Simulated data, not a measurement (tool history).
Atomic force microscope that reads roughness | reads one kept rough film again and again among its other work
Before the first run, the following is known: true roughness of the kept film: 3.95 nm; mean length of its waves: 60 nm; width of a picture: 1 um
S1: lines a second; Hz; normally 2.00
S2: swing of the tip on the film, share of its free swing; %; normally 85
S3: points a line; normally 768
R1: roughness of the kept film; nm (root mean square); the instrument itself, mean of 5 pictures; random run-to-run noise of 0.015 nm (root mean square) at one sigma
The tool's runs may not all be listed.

run,hour,S1,S2,S3,R1
1,0.0,2.00,85,768,3.342
# hour 13.6: new tip fitted
2,13.8,2.00,85,768,3.570
3,24.4,2.00,85,768,3.540
4,35.9,2.00,85,768,3.504
5,49.7,1.04,85,768,3.604
6,69.5,1.04,85,768,3.592
7,86.2,2.00,85,768,3.401
8,98.4,2.00,85,768,3.386
9,108.1,2.00,85,768,3.393
10,128.9,2.00,85,768,3.335
# hour 131.7: new tip fitted
11,152.8,2.00,85,768,3.484
12,174.0,2.00,85,268,3.449
13,193.7,2.00,85,268,3.422
14,203.9,2.00,85,268,3.382
15,218.1,2.00,85,268,3.357
16,227.5,2.00,85,768,3.364
17,243.3,2.00,85,768,3.368
# hour 248.3: new tip fitted
18,255.2,1.97,89,768,3.501
19,266.1,3.29,68,768,3.590
20,275.9,1.71,85,400,3.516
# hour 278.8: height scale calibrated on a step standard
21,291.0,1.27,85,400,3.556
22,314.4,0.62,85,746,3.645
23,327.0,0.95,85,545,3.566
24,350.2,0.95,85,545,3.548
# hour 358.2: height scale calibrated on a step standard, once more
25,361.9,2.74,70,439,3.440
# hour 368.8: new tip fitted
26,375.4,2.39,83,420,3.467
27,387.0,2.39,83,420,3.440
28,409.3,2.48,61,378,3.646
29,422.4,2.92,55,698,3.660
30,436.3,2.92,55,698,3.629
31,453.0,1.63,57,527,3.631
32,469.8,2.00,58,768,3.609
# hour 486.2: new tip fitted
33,489.2,0.75,55,341,3.791
34,505.0,1.16,83,519,3.630

3 options for the next run, each taken on its own from the tool as it stands now. Forecast them:
A,515.2,1.16,83,735,?
B,515.2,1.16,75,523,?
C,515.2,3.82,76,728,?

run,R1
A,3.613
B,3.699
C,3.427
Had the tool no hidden state, the same runs would have come out as:
run,R1
A,3.666
B,3.753
C,3.478
